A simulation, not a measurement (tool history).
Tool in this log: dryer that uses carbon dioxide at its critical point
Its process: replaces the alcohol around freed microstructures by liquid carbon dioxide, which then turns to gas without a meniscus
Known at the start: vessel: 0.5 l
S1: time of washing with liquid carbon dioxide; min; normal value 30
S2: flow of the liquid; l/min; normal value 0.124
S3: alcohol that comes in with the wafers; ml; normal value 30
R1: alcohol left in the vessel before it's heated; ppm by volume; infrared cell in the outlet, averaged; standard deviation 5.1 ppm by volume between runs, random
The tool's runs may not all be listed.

{"run": 1, "hour": 0.0, "S1": 30, "S2": 0.124, "S3": 30, "R1": 116}
{"run": 2, "hour": 4.6, "S1": 30, "S2": 0.124, "S3": 30, "R1": 133}
{"run": 3, "hour": 11.4, "S1": 30, "S2": 0.124, "S3": 30, "R1": 124}
{"run": 4, "hour": 21.2, "S1": 30, "S2": 0.124, "S3": 30, "R1": 124}
{"run": 5, "hour": 28.5, "S1": 30, "S2": 0.124, "S3": 30, "R1": 130}
{"run": 6, "hour": 37.9, "S1": 30, "S2": 0.124, "S3": 30, "R1": 119}
{"run": 7, "hour": 47.4, "S1": 30, "S2": 0.124, "S3": 38, "R1": 155}
{"run": 8, "hour": 56.8, "S1": 30, "S2": 0.124, "S3": 38, "R1": 168}
{"run": 9, "hour": 63.9, "S1": 30, "S2": 0.153, "S3": 30, "R1": 52}
{"run": 10, "hour": 69.4, "S1": 30, "S2": 0.124, "S3": 30, "R1": 141}
{"run": 11, "hour": 73.8, "S1": 30, "S2": 0.124, "S3": 30, "R1": 140}
{"run": 12, "hour": 80.7, "S1": 30, "S2": 0.124, "S3": 23, "R1": 123}
{"run": 13, "hour": 89.0, "S1": 30, "S2": 0.124, "S3": 37, "R1": 183}
{"run": 14, "hour": 93.7, "S1": 30, "S2": 0.124, "S3": 25, "R1": 134}
{"run": 15, "hour": 103.3, "S1": 30, "S2": 0.124, "S3": 30, "R1": 154}
{"run": 16, "hour": 108.1, "S1": 30, "S2": 0.124, "S3": 30, "R1": 150}
{"run": 17, "hour": 114.1, "S1": 30, "S2": 0.124, "S3": 30, "R1": 158}
{"run": 18, "hour": 122.1, "S1": 30, "S2": 0.17, "S3": 30, "R1": 66}
{"run": 19, "hour": 126.3, "S1": 30, "S2": 0.08, "S3": 30, "R1": 1024}
{"run": 20, "hour": 134.1, "S1": 30, "S2": 0.08, "S3": 30, "R1": 1030}
{"run": 21, "hour": 138.0, "S1": 30, "S2": 0.08, "S3": 30, "R1": 1004}
{"run": 22, "hour": 144.4, "S1": 30, "S2": 0.077, "S3": 101, "R1": 3937}
{"run": 23, "hour": 154.2, "S1": 44, "S2": 0.075, "S3": 77, "R1": 577}
{"run": 24, "hour": 158.9, "S1": 42, "S2": 0.13, "S3": 77, "R1": 71}
{"run": 25, "hour": 166.0, "S1": 19, "S2": 0.089, "S3": 30, "R1": 3474}
{"run": 26, "hour": 173.5, "S1": 19, "S2": 0.089, "S3": 30, "R1": 3415}
{"run": 27, "hour": 177.9, "S1": 24, "S2": 0.129, "S3": 30, "R1": 403}
{"run": 28, "hour": 183.5, "S1": 24, "S2": 0.129, "S3": 30, "R1": 411}
{"run": 29, "hour": 192.9, "S1": 30, "S2": 0.124, "S3": 35, "R1": 207}
{"run": 30, "hour": 201.7, "S1": 40, "S2": 0.124, "S3": 35, "R1": 75}
{"run": 31, "hour": 208.8, "S1": 40, "S2": 0.124, "S3": 35, "R1": 74}
{"run": 32, "hour": 217.2, "S1": 40, "S2": 0.124, "S3": 35, "R1": 71}
{"run": 33, "hour": 226.5, "S1": 40, "S2": 0.124, "S3": 35, "R1": 87}
{"run": 34, "hour": 235.7, "S1": 44, "S2": 0.124, "S3": 54, "R1": 72}
{"run": 35, "hour": 240.8, "S1": 44, "S2": 0.075, "S3": 30, "R1": 299}
{"run": 36, "hour": 247.0, "S1": 44, "S2": 0.075, "S3": 30, "R1": 300}
{"run": 37, "hour": 256.0, "S1": 44, "S2": 0.075, "S3": 30, "R1": 302}
{"run": 38, "hour": 263.9, "S1": 44, "S2": 0.075, "S3": 30, "R1": 317}
{"run": 39, "hour": 272.8, "S1": 32, "S2": 0.197, "S3": 38, "R1": 77}
{"run": 40, "hour": 282.1, "S1": 30, "S2": 0.124, "S3": 60, "R1": 357}
{"run": 41, "hour": 287.0, "S1": 29, "S2": 0.197, "S3": 33, "R1": 79}
{"run": 42, "hour": 296.2, "S1": 29, "S2": 0.197, "S3": 33, "R1": 83}

Below are 4 alternative next runs, each starting from the tool's condition after run 42. Predict each:
{"run": "A", "hour": 305.3, "S1": 20, "S2": 0.108, "S3": 38, "R1": "?"}
{"run": "B", "hour": 305.3, "S1": 18, "S2": 0.124, "S3": 116, "R1": "?"}
{"run": "C", "hour": 305.3, "S1": 26, "S2": 0.099, "S3": 70, "R1": "?"}
{"run": "D", "hour": 305.3, "S1": 29, "S2": 0.197, "S3": 33, "R1": "?"}

run=A R1=2278
run=B R1=6378
run=C R1=2146
run=D R1=86
With the hidden condition removed and each run's random variation left untouched, the same runs would have given:
run=A R1=1422
run=B R1=4012
run=C R1=1228
run=D R1=7
